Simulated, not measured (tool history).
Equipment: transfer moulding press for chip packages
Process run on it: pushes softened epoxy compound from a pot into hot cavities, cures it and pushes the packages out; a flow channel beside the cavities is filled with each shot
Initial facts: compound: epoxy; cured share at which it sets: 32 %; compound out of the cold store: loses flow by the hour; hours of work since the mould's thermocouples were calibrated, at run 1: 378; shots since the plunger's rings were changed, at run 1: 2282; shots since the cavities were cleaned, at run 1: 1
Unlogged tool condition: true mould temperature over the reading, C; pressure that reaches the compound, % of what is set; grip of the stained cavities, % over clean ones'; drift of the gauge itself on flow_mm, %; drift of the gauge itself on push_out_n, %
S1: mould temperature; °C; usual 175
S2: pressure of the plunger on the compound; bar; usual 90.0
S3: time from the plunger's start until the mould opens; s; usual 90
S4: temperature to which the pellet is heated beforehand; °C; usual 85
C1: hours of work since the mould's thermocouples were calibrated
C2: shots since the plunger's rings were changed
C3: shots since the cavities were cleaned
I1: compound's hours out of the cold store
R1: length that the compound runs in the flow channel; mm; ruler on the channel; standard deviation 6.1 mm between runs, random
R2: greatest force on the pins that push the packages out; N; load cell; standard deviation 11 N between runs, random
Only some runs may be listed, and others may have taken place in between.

run	hour	S1	S2	S3	S4	C1	C2	C3	I1	R1	R2
1	0.0	175	90.0	90	85	378	2282	1	15.8	631	500
2	21.6	175	90.0	90	85	389	2492	211	32.4	582	601
# hour 60.3: cavities cleaned with cleaning compound and waxed
3	65.5	167	90.0	90	85	411	2905	51	15.3	647	882
4	101.1	167	90.0	90	85	430	3252	398	27.2	614	1135
# hour 122.8: cavities cleaned with cleaning compound and waxed
5	124.7	175	90.0	90	85	441	3467	19	14.6	616	497
6	166.4	175	90.0	90	94	463	3873	425	40.7	548	667
# hour 185.1: cavities cleaned with cleaning compound and waxed
7	211.4	175	90.0	90	94	485	4296	256	8.5	626	616
# hour 220.0: mould's thermocouples calibrated
# hour 247.3: plunger's sealing rings changed
# hour 253.1: cavities cleaned with cleaning compound and waxed
8	255.2	175	90.0	90	94	16	63	21	36.2	601	470
9	301.3	175	90.0	90	85	40	512	470	11.3	656	705
# hour 313.2: cavities cleaned with cleaning compound and waxed
10	336.1	175	90.0	90	89	57	835	222	10.4	659	595
11	369.1	169	90.0	90	85	74	1157	544	46.3	588	977
# hour 377.1: cavities cleaned with cleaning compound and waxed
12	398.2	175	90.0	90	85	88	1426	206	47.5	574	592
# hour 438.2: cavities cleaned with cleaning compound and waxed
13	438.2	175	90.0	90	85	108	1800	0	14.3	644	505
14	469.2	175	90.0	90	85	124	2102	302	9.5	644	656
# hour 498.2: cavities cleaned with cleaning compound and waxed
# hour 514.1: mould's thermocouples calibrated, once more
15	520.2	175	108.7	87	94	3	2566	195	12.0	701	682
# hour 560.5: cavities cleaned with cleaning compound and waxed
16	565.5	175	108.7	87	94	26	2992	49	29.9	644	552
17	587.2	170	75.8	90	79	37	3203	260	26.5	558	907
18	616.5	178	84.3	77	85	52	3488	545	30.8	564	838
# hour 621.4: cavities cleaned with cleaning compound and waxed
19	665.2	178	84.3	77	85	76	3948	427	22.7	567	784
# hour 681.8: cavities cleaned with cleaning compound and waxed
20	715.5	178	79.9	77	85	102	4423	328	42.6	515	712
# hour 737.2: plunger's sealing rings changed
# hour 744.9: cavities cleaned with cleaning compound and waxed
21	758.4	172	90.0	90	85	122	191	131	40.8	613	648
22	790.5	172	90.0	96	77	138	505	445	21.4	651	774
# hour 806.4: cavities cleaned with cleaning compound and waxed
23	838.7	175	93.3	90	90	162	959	315	46.7	586	631
# hour 867.0: cavities cleaned with cleaning compound and waxed
24	888.7	177	93.0	80	88	188	1431	210	45.7	582	640
# hour 929.5: cavities cleaned with cleaning compound and waxed
25	935.5	175	76.1	71	89	211	1873	59	16.7	577	887
26	976.1	181	78.8	105	91	232	2268	454	39.3	529	575
# hour 990.3: cavities cleaned with cleaning compound and waxed
27	1017.8	175	90.0	112	77	253	2659	267	25.0	599	558

3 options for the next run, each taken on its own from the tool as it stands now. Forecast them:
# hour 1051.8: cavities cleaned with cleaning compound and waxed
A	1051.8	175	90.0	90	91	269	2976	0	38.6	?	?
# hour 1051.8: cavities cleaned with cleaning compound and waxed
B	1051.8	179	91.4	91	77	269	2976	0	10.3	?	?
# hour 1051.8: cavities cleaned with cleaning compound and waxed
C	1051.8	175	90.0	97	94	269	2976	0	26.5	?	?

run	R1	R2
A	577	496
B	626	434
C	600	435
Without the tool's unlogged condition, the same runs would have read:
run	R1	R2
A	612	493
B	664	431
C	637	432
